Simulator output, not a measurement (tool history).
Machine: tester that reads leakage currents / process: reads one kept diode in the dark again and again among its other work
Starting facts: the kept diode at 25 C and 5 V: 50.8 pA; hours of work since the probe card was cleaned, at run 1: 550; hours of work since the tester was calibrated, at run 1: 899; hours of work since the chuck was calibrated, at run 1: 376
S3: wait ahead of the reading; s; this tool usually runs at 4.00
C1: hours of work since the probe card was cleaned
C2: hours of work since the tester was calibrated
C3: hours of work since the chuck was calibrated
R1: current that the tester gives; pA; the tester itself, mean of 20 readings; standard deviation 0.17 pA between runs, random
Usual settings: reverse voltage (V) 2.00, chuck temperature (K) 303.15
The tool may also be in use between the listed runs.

run 1 hour=0.0 | reverse_voltage_(V)=2.00 chuck_temperature_(K)=303.15 S3=4.00 | C1=550 C2=899 C3=376 | R1=52.84
run 2 hour=166.0 | reverse_voltage_(V)=2.00 chuck_temperature_(K)=303.15 S3=4.00 | C1=665 C2=1014 C3=491 | R1=52.56
run 3 hour=285.3 | reverse_voltage_(V)=2.00 chuck_temperature_(K)=303.15 S3=4.00 | C1=748 C2=1097 C3=574 | R1=52.25
run 4 hour=412.6 | reverse_voltage_(V)=2.00 chuck_temperature_(K)=303.15 S3=4.00 | C1=836 C2=1185 C3=662 | R1=51.91
run 5 hour=588.1 | reverse_voltage_(V)=2.00 chuck_temperature_(K)=303.15 S3=4.00 | C1=958 C2=1307 C3=784 | R1=51.08
run 6 hour=661.2 | reverse_voltage_(V)=2.00 chuck_temperature_(K)=303.15 S3=4.00 | C1=1009 C2=1358 C3=835 | R1=51.17
run 7 hour=832.6 | reverse_voltage_(V)=2.00 chuck_temperature_(K)=303.15 S3=4.00 | C1=1128 C2=1477 C3=954 | R1=50.73
run 8 hour=974.6 | reverse_voltage_(V)=2.00 chuck_temperature_(K)=303.15 S3=4.00 | C1=1227 C2=1576 C3=1053 | R1=50.50
run 9 hour=1137.9 | reverse_voltage_(V)=6.22 chuck_temperature_(K)=303.15 S3=4.00 | C1=1340 C2=1689 C3=1166 | R1=75.75
-- hour=1195.5 chuck's temperature calibrated
run 10 hour=1275.5 | reverse_voltage_(V)=6.22 chuck_temperature_(K)=303.15 S3=4.00 | C1=1434 C2=1783 C3=56 | R1=86.13
-- hour=1414.3 probe card cleaned and baked
run 11 hour=1419.6 | reverse_voltage_(V)=6.22 chuck_temperature_(K)=303.15 S3=4.00 | C1=4 C2=1881 C3=154 | R1=80.41
run 12 hour=1525.5 | reverse_voltage_(V)=2.00 chuck_temperature_(K)=303.15 S3=0.35 | C1=77 C2=1955 C3=227 | R1=55.60
run 13 hour=1676.4 | reverse_voltage_(V)=2.00 chuck_temperature_(K)=303.15 S3=0.35 | C1=182 C2=2060 C3=332 | R1=55.60
run 14 hour=1847.1 | reverse_voltage_(V)=2.00 chuck_temperature_(K)=303.15 S3=0.35 | C1=301 C2=2178 C3=451 | R1=55.05
run 15 hour=1923.0 | reverse_voltage_(V)=1.08 chuck_temperature_(K)=303.15 S3=0.35 | C1=353 C2=2231 C3=503 | R1=43.97
run 16 hour=2078.6 | reverse_voltage_(V)=2.34 chuck_temperature_(K)=317.15 S3=4.00 | C1=461 C2=2339 C3=611 | R1=146.47
run 17 hour=2151.4 | reverse_voltage_(V)=4.89 chuck_temperature_(K)=303.15 S3=4.00 | C1=512 C2=2390 C3=662 | R1=72.30
run 18 hour=2303.6 | reverse_voltage_(V)=1.31 chuck_temperature_(K)=303.15 S3=4.00 | C1=618 C2=2495 C3=768 | R1=45.53
run 19 hour=2447.7 | reverse_voltage_(V)=5.03 chuck_temperature_(K)=297.15 S3=0.74 | C1=718 C2=2596 C3=868 | R1=48.38
run 20 hour=2578.0 | reverse_voltage_(V)=5.03 chuck_temperature_(K)=297.15 S3=0.74 | C1=808 C2=2686 C3=958 | R1=48.37
run 21 hour=2741.5 | reverse_voltage_(V)=3.26 chuck_temperature_(K)=293.15 S3=1.01 | C1=922 C2=2800 C3=1072 | R1=30.61
run 22 hour=2873.4 | reverse_voltage_(V)=3.26 chuck_temperature_(K)=293.15 S3=1.01 | C1=1014 C2=2891 C3=1163 | R1=30.41

Branching from run 22: 3 alternative next runs. What would each branch give?
-- hour=2889.1 tester calibrated
-- hour=2935.1 chuck's temperature calibrated
run A hour=3004.8 | reverse_voltage_(V)=9.49 chuck_temperature_(K)=303.15 S3=5.30 | C1=1102 C2=79 C3=48 | R1=?
-- hour=2889.1 tester calibrated
-- hour=2935.1 chuck's temperature calibrated
run B hour=3004.8 | reverse_voltage_(V)=3.26 chuck_temperature_(K)=312.15 S3=0.58 | C1=1102 C2=79 C3=48 | R1=?
-- hour=2889.1 tester calibrated
-- hour=2935.1 chuck's temperature calibrated
run C hour=3004.8 | reverse_voltage_(V)=1.55 chuck_temperature_(K)=293.15 S3=1.01 | C1=1102 C2=79 C3=48 | R1=?

run=A R1=95.10
run=B R1=121.09
run=C R1=24.36
Take away the tool's hidden state, keep each run's random variation, and the runs would have read:
run=A R1=90.89
run=B R1=120.91
run=C R1=23.83
